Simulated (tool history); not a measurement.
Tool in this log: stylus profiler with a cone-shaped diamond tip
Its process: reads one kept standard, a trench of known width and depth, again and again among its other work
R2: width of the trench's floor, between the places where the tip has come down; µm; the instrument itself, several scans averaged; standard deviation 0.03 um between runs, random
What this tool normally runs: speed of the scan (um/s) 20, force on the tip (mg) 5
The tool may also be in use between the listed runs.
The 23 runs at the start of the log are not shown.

Run 24, hour 448.3: usual settings but speed of the scan (um/s) 6, force on the tip (mg) 4.37. Result: depth of the trench (nm) 202.78, R2 47.28 µm.
Run 25, hour 461.6: usual settings but speed of the scan (um/s) 23, force on the tip (mg) 3.91. Result: depth of the trench (nm) 202.6, R2 47.28 µm.
Run 26, hour 484.3: usual settings but speed of the scan (um/s) 12, force on the tip (mg) 1.69. Result: depth of the trench (nm) 201.76, R2 47.22 µm.
Run 27, hour 506.2: usual settings but speed of the scan (um/s) 73, force on the tip (mg) 14.2. Result: depth of the trench (nm) 205.27, R2 47.26 µm.
Run 28, hour 524.6: usual settings but speed of the scan (um/s) 26, force on the tip (mg) 1.67. Result: depth of the trench (nm) 201.83, R2 47.21 µm.
Run 29, hour 541.6: usual settings but speed of the scan (um/s) 26, force on the tip (mg) 1.67. Result: depth of the trench (nm) 201.97, R2 47.16 µm.
Run 30, hour 565.1: usual settings but speed of the scan (um/s) 26, force on the tip (mg) 1.67. Result: depth of the trench (nm) 201.86, R2 47.18 µm.
Run 31, hour 588.8: usual settings but speed of the scan (um/s) 23, force on the tip (mg) 14.59. Result: depth of the trench (nm) 205.4, R2 47.21 µm.
Run 32, hour 607: usual settings but speed of the scan (um/s) 60, force on the tip (mg) 5.67. Result: depth of the trench (nm) 203.28, R2 47.17 µm.
Run 33, hour 624.4: usual settings but speed of the scan (um/s) 63, force on the tip (mg) 5.82. Result: depth of the trench (nm) 203.26, R2 47.08 µm.
Run 34, hour 639: usual settings but force on the tip (mg) 4.66. Result: depth of the trench (nm) 202.97, R2 47.17 µm.
Run 35, hour 653.2: usual settings but force on the tip (mg) 4.66. Result: depth of the trench (nm) 203.01, R2 47.11 µm.
Run 36, hour 680.2: usual settings but speed of the scan (um/s) 11, force on the tip (mg) 5.28. Result: depth of the trench (nm) 203.27, R2 47.22 µm.
Run 37, hour 705.8: usual settings but speed of the scan (um/s) 56, force on the tip (mg) 1.86. Result: depth of the trench (nm) 201.88, R2 47.03 µm.

Estimate the outcome of run 38 from the log above:
Run 38, hour 719.4: usual settings but speed of the scan (um/s) 56, force on the tip (mg) 1.86. Result: depth of the trench (nm) ?, R2 ?.

Logged for run 38: depth of the trench (nm) 202.11, R2 47.02 µm.
With no hidden state in the tool, this same run would have given depth of the trench (nm) 201.27, R2 48.11 µm.
